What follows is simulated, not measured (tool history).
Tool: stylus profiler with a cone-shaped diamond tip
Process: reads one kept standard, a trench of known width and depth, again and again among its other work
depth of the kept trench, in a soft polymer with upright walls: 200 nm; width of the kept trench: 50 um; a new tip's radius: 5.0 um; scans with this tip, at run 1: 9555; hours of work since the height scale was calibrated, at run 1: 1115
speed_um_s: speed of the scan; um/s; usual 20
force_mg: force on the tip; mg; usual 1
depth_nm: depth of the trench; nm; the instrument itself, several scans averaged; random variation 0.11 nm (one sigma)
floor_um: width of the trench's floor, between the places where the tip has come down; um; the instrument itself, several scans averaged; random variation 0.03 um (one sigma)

run	hour	speed_um_s	force_mg	scans with this tip	hours of work since the height scale was calibrated	depth_nm	floor_um
1	0	20	1	9555	1115	201.73	47.14
2	47.7	67	1	9777	1141	201.76	46.91
3	84.4	67	1	9948	1161	201.53	46.91
4	142.3	67	1	10217	1192	201.6	46.84
5	184	64	1	10411	1215	201.71	46.95
6	224.5	20	1	10599	1237	201.7	47.12
7	252.6	20	1.02	10729	1252	201.87	47.13
8	281	20	1.02	10861	1267	201.85	47.1
9	338.1	20	1.02	11126	1298	201.77	47.05
10	365.6	20	1.02	11254	1313	201.81	47.07
11	406.5	20	1.02	11444	1335	201.74	47.05
12	450.8	20	1.02	11650	1359	201.91	47.1
13	481.4	20	1.02	11792	1376	201.79	47.09
14	513.4	20	1.02	11941	1393	201.78	47.09
15	545.5	20	1	12090	1411	201.8	47.12
16	577.3	20	1	12238	1428	201.7	47.12
17	614.8	11	0.53	12412	1448	201.19	47.11
18	641	15	0.81	12534	1463	201.55	47.12
19	700.4	15	0.81	12810	1495	201.64	47.11
20	755.9	54	0.47	13068	1525	201.01	46.8
21	811	54	0.47	13324	1555	201.03	46.85
22	847	54	0.47	13491	1574	201.14	46.88
23	878.5	26	1.1	13637	1591	201.72	47.09
24	920.1	44	2.24	13830	1614	202.73	47.07
25	954.8	8	0.79	13992	1633	201.5	47.18
26	1006.3	5	0.42	14231	1661	200.94	47.17
27	1031.5	21	0.64	14348	1674	201.5	47.11
28	1078.3	21	0.64	14566	1700	201.17	47.08
29	1128.8	11	0.37	14800	1727	200.86	47.12
30	1168	11	0.37	14983	1748	200.8	47.16
31	1203.8	39	2.79	15149	1768	203.25	47.11

Forecast each of these 3 alternatives for the next run:
A	1229.5	51	1.34	15268	1782	?	?
B	1229.5	11	2.31	15268	1782	?	?
C	1229.5	39	0.84	15268	1782	?	?

run	depth_nm	floor_um
A	201.91	47.04
B	202.94	47.2
C	201.52	46.99
Without the tool's hidden state the same runs would have given:
run	depth_nm	floor_um
A	201.9	47.05
B	202.92	47.21
C	201.51	47.01
